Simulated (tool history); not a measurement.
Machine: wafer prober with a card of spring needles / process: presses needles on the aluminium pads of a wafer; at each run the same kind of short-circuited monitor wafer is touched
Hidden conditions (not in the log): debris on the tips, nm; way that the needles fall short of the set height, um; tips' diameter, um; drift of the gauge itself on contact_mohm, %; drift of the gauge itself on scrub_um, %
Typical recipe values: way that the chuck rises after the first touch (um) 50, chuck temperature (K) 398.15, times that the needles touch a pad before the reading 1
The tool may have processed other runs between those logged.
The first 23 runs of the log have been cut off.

run	hour	way that the chuck rises after the first touch (um)	chuck temperature (K)	times that the needles touch a pad before the reading	touches since the tips were cleaned	cleanings since the card got new needles	touches since the first contact's height was set	resistance of one needle with its contact and lead (mohm)	way that a needle slides on the pad (um)
# hour 437.4: tips cleaned on abrasive film
24	450.8	51	315.15	3	6139	69	51369	223	11.00
# hour 455.9: tips cleaned on abrasive film
25	462.9	33	315.15	2	3220	70	56896	233	7.08
# hour 471.7: height of the first contact set anew
# hour 474.6: tips cleaned on abrasive film
26	485.4	33	315.15	2	4993	71	6276	242	7.19
# hour 493.7: tips cleaned on abrasive film
27	507.1	33	315.15	2	6150	72	16181	247	7.17
# hour 512.6: tips cleaned on abrasive film
# hour 531.0: tips cleaned on abrasive film
28	532.3	36	308.15	2	629	74	27678	218	7.76
# hour 550.7: tips cleaned on abrasive film
29	558.1	40	322.15	1	3367	75	39464	243	8.64
# hour 570.4: tips cleaned on abrasive film
30	581.8	46	320.15	1	5252	76	50338	239	9.90
# hour 590.6: tips cleaned on abrasive film
# hour 605.3: height of the first contact set anew
# hour 610.2: tips cleaned on abrasive film
31	610.2	50	398.15	2	0	78	2188	229	10.89

Branching from run 31: 4 alternative next runs. What would each branch give?
# hour 629.1: tips cleaned on abrasive film
A	633.5	53	398.15	2	2047	79	12875	?	?
# hour 629.1: tips cleaned on abrasive film
B	633.5	50	398.15	3	2047	79	12875	?	?
# hour 629.1: tips cleaned on abrasive film
C	633.5	36	300.15	2	2047	79	12875	?	?
# hour 629.1: tips cleaned on abrasive film
D	633.5	62	398.15	2	2047	79	12875	?	?

run	resistance of one needle with its contact and lead (mohm)	way that a needle slides on the pad (um)
A	232	11.55
B	228	10.86
C	222	7.80
D	229	13.47
What these runs would have given with no unlogged condition in the tool:
run	resistance of one needle with its contact and lead (mohm)	way that a needle slides on the pad (um)
A	223	11.61
B	222	10.92
C	203	7.86
D	224	13.53
